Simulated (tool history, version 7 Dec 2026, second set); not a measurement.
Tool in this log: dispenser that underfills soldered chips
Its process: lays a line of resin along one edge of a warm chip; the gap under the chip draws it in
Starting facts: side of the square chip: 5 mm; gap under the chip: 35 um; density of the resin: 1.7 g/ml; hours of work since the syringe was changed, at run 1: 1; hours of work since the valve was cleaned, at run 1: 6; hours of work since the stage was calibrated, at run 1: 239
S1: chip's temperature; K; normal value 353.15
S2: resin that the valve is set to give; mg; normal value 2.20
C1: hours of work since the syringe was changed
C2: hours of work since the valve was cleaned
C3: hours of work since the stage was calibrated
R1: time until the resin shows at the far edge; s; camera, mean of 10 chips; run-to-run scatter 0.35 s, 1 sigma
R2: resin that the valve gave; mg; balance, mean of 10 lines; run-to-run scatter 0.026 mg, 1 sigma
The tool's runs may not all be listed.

| run | hour | S1 | S2 | C1 | C2 | C3 | R1 | R2 |
|---|---|---|---|---|---|---|---|---|
| 1 | 0.0 | 353.15 | 2.20 | 1 | 6 | 239 | 20.8 | 2.22 |
| 2 | 4.5 | 353.15 | 2.20 | 4 | 9 | 243 | 25.5 | 2.18 |
| 3 | 9.9 | 353.15 | 2.20 | 8 | 13 | 247 | 33.5 | 2.14 |
| 4 | 13.6 | 353.15 | 1.94 | 10 | 16 | 249 | 39.5 | 1.92 |
|  | 15.0 | new syringe of resin |
| 5 | 17.9 | 353.15 | 2.11 | 2 | 19 | 252 | 24.3 | 2.09 |
| 6 | 25.4 | 347.15 | 2.20 | 8 | 24 | 258 | 43.8 | 2.16 |
|  | 30.3 | new syringe of resin |
| 7 | 31.8 | 347.15 | 2.20 | 1 | 29 | 262 | 30.1 | 2.14 |
| 8 | 38.9 | 353.15 | 2.76 | 6 | 34 | 267 | 30.4 | 2.72 |
| 9 | 43.0 | 353.15 | 2.76 | 9 | 37 | 270 | 35.4 | 2.64 |
|  | 45.8 | new syringe of resin |
| 10 | 48.7 | 353.15 | 2.20 | 2 | 41 | 274 | 24.2 | 2.11 |
| 11 | 57.0 | 350.15 | 2.20 | 8 | 47 | 280 | 39.9 | 2.10 |
|  | 61.6 | new syringe of resin |
| 12 | 63.2 | 350.15 | 2.20 | 1 | 51 | 285 | 26.5 | 2.14 |
| 13 | 67.3 | 350.15 | 2.20 | 4 | 54 | 288 | 32.6 | 2.11 |
| 14 | 71.1 | 360.15 | 2.87 | 7 | 57 | 290 | 22.6 | 2.74 |
|  | 77.1 | new syringe of resin |
| 15 | 77.4 | 350.15 | 2.01 | 0 | 61 | 295 | 25.0 | 1.89 |
| 16 | 83.2 | 350.15 | 2.04 | 4 | 66 | 299 | 32.6 | 1.95 |
| 17 | 87.2 | 353.15 | 2.65 | 7 | 69 | 302 | 31.9 | 2.53 |
|  | 92.5 | new syringe of resin |
| 18 | 94.1 | 353.15 | 2.36 | 1 | 73 | 307 | 22.0 | 2.22 |
| 19 | 98.0 | 353.15 | 2.36 | 4 | 76 | 310 | 26.3 | 2.16 |
| 20 | 106.6 | 353.15 | 2.36 | 10 | 83 | 316 | 38.4 | 2.24 |

4 ways to go on from here, each from the tool as it stands after run 20. What would each give?
|  | 108.2 | new syringe of resin |
| A | 115.4 | 352.15 | 2.55 | 5 | 89 | 322 | ? | ? |
|  | 108.2 | new syringe of resin |
| B | 115.4 | 349.15 | 2.20 | 5 | 89 | 322 | ? | ? |
|  | 108.2 | new syringe of resin |
| C | 115.4 | 355.15 | 1.99 | 5 | 89 | 322 | ? | ? |
|  | 108.2 | new syringe of resin |
| D | 115.4 | 353.15 | 2.76 | 5 | 89 | 322 | ? | ? |

| run | R1 | R2 |
|---|---|---|
| A | 30.5 | 2.36 |
| B | 35.6 | 2.09 |
| C | 27.6 | 1.87 |
| D | 27.8 | 2.62 |
Without the tool's unlogged condition, the same runs would have read:
| run | R1 | R2 |
|---|---|---|
| A | 19.3 | 2.53 |
| B | 22.2 | 2.24 |
| C | 17.3 | 2.01 |
| D | 17.4 | 2.81 |
